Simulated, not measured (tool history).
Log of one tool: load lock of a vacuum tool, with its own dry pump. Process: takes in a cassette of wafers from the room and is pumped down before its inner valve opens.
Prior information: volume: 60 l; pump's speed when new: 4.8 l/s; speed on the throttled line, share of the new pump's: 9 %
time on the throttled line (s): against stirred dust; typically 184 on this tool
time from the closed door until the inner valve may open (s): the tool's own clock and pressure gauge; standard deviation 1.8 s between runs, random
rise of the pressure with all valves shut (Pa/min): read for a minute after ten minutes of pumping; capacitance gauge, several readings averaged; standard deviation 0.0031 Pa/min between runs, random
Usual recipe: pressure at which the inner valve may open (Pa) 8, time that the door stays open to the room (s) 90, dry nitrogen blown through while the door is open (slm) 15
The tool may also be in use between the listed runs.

| run | day | time on the throttled line (s) | pressure at which the inner valve may open (Pa) | time that the door stays open to the room (s) | dry nitrogen blown through while the door is open (slm) | incoming humidity of the room's air, % | time from the closed door until the inner valve may open (s) | rise of the pressure with all valves shut (Pa/min) |
|---|---|---|---|---|---|---|---|---|
| 1 | 0 | 184 | 8 | 90 | 15 | 45.4 | 288.1 | 0.063 |
| 2 | 6.954 | 184 | 8 | 90 | 15 | 46.1 | 287.7 | 0.062 |
| 3 | 14.288 | 184 | 8 | 90 | 15 | 43.3 | 288.3 | 0.058 |
| 4 | 18.129 | 184 | 8 | 90 | 15 | 47.8 | 287.7 | 0.073 |
| 5 | 24.467 | 184 | 8 | 90 | 15 | 43.9 | 290.1 | 0.064 |
| 6 | 28.929 | 184 | 8 | 90 | 15 | 43.2 | 288.4 | 0.058 |
| 7 | 34.529 | 184 | 8 | 90 | 15 | 48.5 | 284.8 | 0.069 |
| 8 | 38.175 | 184 | 8 | 90 | 15 | 45.9 | 286.3 | 0.064 |
| 9 | 45.717 | 184 | 8 | 90 | 15 | 43.8 | 289.1 | 0.06 |
| 10 | 52.879 | 184 | 8 | 90 | 15 | 45.4 | 287.3 | 0.064 |
| 11 | 60.396 | 184 | 8 | 90 | 15 | 45.6 | 289.1 | 0.064 |
| 12 | 64.3 | 184 | 8 | 90 | 9 | 46.4 | 289.6 | 0.078 |
| 13 | 69.775 | 184 | 8 | 90 | 9 | 44.5 | 285 | 0.069 |
| 14 | 73.767 | 184 | 8 | 90 | 7 | 42.7 | 285.1 | 0.071 |
| 15 | 78.267 | 209 | 6 | 103 | 12 | 44.2 | 314.1 | 0.066 |
| 16 | 83.796 | 209 | 6 | 103 | 12 | 49.4 | 313.8 | 0.079 |
| 17 | 88.188 | 209 | 6 | 103 | 12 | 44.5 | 315 | 0.073 |
| 18 | 91.954 | 209 | 6 | 103 | 12 | 45.4 | 314 | 0.07 |
| 19 | 98.262 | 209 | 6 | 103 | 12 | 44 | 315.8 | 0.075 |
| 20 | 103.571 | 251 | 6 | 72 | 12 | 44.2 | 354.5 | 0.054 |
| 21 | 107.708 | 251 | 6 | 72 | 12 | 44.9 | 356.9 | 0.054 |
| 22 | 110.838 | 184 | 10 | 90 | 15 | 47.3 | 285.4 | 0.065 |
| 23 | 115.483 | 235 | 9 | 90 | 15 | 45.2 | 334.9 | 0.059 |
| 24 | 121.121 | 184 | 9 | 77 | 15 | 49.3 | 286.1 | 0.065 |
| 25 | 128.158 | 345 | 9 | 130 | 18 | 42.6 | 434.1 | 0.072 |

Branching from run 25: 5 alternative next runs. What would each branch give?
| A | 131.396 | 184 | 8 | 108 | 15 | 42.4 | ? | ? |
| B | 131.396 | 112 | 9 | 130 | 8 | 49.2 | ? | ? |
| C | 131.396 | 139 | 9 | 106 | 18 | 43.2 | ? | ? |
| D | 131.396 | 184 | 9 | 155 | 15 | 44.1 | ? | ? |
| E | 131.396 | 345 | 10 | 130 | 18 | 45.6 | ? | ? |

| run | time from the closed door until the inner valve may open (s) | rise of the pressure with all valves shut (Pa/min) |
|---|---|---|
| A | 288.6 | 0.067 |
| B | 221.5 | 0.107 |
| C | 243.4 | 0.063 |
| D | 287.9 | 0.087 |
| E | 433.4 | 0.075 |
With no hidden state in the tool, these same runs would have given:
| run | time from the closed door until the inner valve may open (s) | rise of the pressure with all valves shut (Pa/min) |
|---|---|---|
| A | 288.6 | 0.067 |
| B | 221.5 | 0.106 |
| C | 243.4 | 0.063 |
| D | 287.9 | 0.086 |
| E | 433.4 | 0.074 |

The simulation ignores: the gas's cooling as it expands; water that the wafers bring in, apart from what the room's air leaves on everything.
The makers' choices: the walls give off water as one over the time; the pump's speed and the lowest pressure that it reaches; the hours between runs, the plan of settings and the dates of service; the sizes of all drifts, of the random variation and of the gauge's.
